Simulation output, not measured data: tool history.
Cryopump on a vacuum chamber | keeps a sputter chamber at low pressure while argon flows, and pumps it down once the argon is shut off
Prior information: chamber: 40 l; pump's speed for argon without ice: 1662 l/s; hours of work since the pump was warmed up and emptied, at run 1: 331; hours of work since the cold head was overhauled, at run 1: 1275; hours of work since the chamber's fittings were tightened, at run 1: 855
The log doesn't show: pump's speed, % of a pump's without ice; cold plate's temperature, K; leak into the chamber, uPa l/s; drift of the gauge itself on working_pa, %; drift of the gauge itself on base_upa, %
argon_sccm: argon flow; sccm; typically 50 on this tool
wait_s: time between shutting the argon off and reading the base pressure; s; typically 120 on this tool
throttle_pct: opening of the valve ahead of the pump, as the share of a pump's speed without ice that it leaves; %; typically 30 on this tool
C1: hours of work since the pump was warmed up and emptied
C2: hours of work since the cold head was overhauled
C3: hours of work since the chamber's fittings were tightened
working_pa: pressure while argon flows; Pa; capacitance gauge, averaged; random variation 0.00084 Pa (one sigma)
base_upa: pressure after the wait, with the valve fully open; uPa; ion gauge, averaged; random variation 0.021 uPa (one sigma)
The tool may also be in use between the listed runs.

run 1 day=0 | argon_sccm=50 wait_s=120 throttle_pct=30 | C1=331 C2=1275 C3=855 | working_pa=0.1745 base_upa=1.13
run 2 day=1.838 | argon_sccm=50 wait_s=120 throttle_pct=30 | C1=350 C2=1294 C3=874 | working_pa=0.1763 base_upa=1.16
run 3 day=4.65 | argon_sccm=50 wait_s=120 throttle_pct=25 | C1=379 C2=1323 C3=903 | working_pa=0.2101 base_upa=1.2
run 4 day=6.129 | argon_sccm=50 wait_s=120 throttle_pct=25 | C1=394 C2=1338 C3=918 | working_pa=0.2116 base_upa=1.24
run 5 day=8.583 | argon_sccm=50 wait_s=120 throttle_pct=25 | C1=420 C2=1364 C3=944 | working_pa=0.2119 base_upa=1.25
run 6 day=11.721 | argon_sccm=50 wait_s=88 throttle_pct=25 | C1=452 C2=1396 C3=976 | working_pa=0.2108 base_upa=1.31
run 7 day=14.596 | argon_sccm=50 wait_s=88 throttle_pct=25 | C1=482 C2=1426 C3=1006 | working_pa=0.2145 base_upa=1.41
run 8 day=16.675 | argon_sccm=50 wait_s=120 throttle_pct=30 | C1=504 C2=1448 C3=1028 | working_pa=0.1805 base_upa=1.34
run 9 day=19.729 | argon_sccm=50 wait_s=120 throttle_pct=30 | C1=536 C2=1479 C3=1059 | working_pa=0.1793 base_upa=1.43
run 10 day=22.608 | argon_sccm=50 wait_s=120 throttle_pct=30 | C1=565 C2=1509 C3=1089 | working_pa=0.1824 base_upa=1.41
run 11 day=24.712 | argon_sccm=50 wait_s=120 throttle_pct=30 | C1=587 C2=1531 C3=1111 | working_pa=0.1809 base_upa=1.43
run 12 day=26.079 | argon_sccm=50 wait_s=120 throttle_pct=30 | C1=601 C2=1545 C3=1125 | working_pa=0.1812 base_upa=1.44
run 13 day=29.312 | argon_sccm=50 wait_s=120 throttle_pct=30 | C1=635 C2=1579 C3=1159 | working_pa=0.1823 base_upa=1.56
run 14 day=32.575 | argon_sccm=50 wait_s=120 throttle_pct=30 | C1=669 C2=1613 C3=1193 | working_pa=0.1832 base_upa=1.6
run 15 day=35.733 | argon_sccm=50 wait_s=120 throttle_pct=30 | C1=702 C2=1645 C3=1225 | working_pa=0.1854 base_upa=1.63
run 16 day=38.146 | argon_sccm=50 wait_s=120 throttle_pct=30 | C1=727 C2=1671 C3=1250 | working_pa=0.1865 base_upa=1.71
run 17 day=40.812 | argon_sccm=50 wait_s=276 throttle_pct=30 | C1=754 C2=1698 C3=1278 | working_pa=0.186 base_upa=1.57
run 18 day=42.962 | argon_sccm=71 wait_s=60 throttle_pct=30 | C1=777 C2=1720 C3=1300 | working_pa=0.2651 base_upa=1.96
run 19 day=45.346 | argon_sccm=24 wait_s=53 throttle_pct=29 | C1=801 C2=1745 C3=1325 | working_pa=0.0929 base_upa=1.98

Predict the results of run 20:
run 20 day=47.779 | argon_sccm=24 wait_s=53 throttle_pct=29 | C1=827 C2=1770 C3=1350 | working_pa=? base_upa=?

{"run 20": {"working_pa": 0.0928, "base_upa": 2.07}}
Minus the tool's unlogged condition, the same run would have read working_pa 0.0838 Pa, base_upa 0.67 uPa.

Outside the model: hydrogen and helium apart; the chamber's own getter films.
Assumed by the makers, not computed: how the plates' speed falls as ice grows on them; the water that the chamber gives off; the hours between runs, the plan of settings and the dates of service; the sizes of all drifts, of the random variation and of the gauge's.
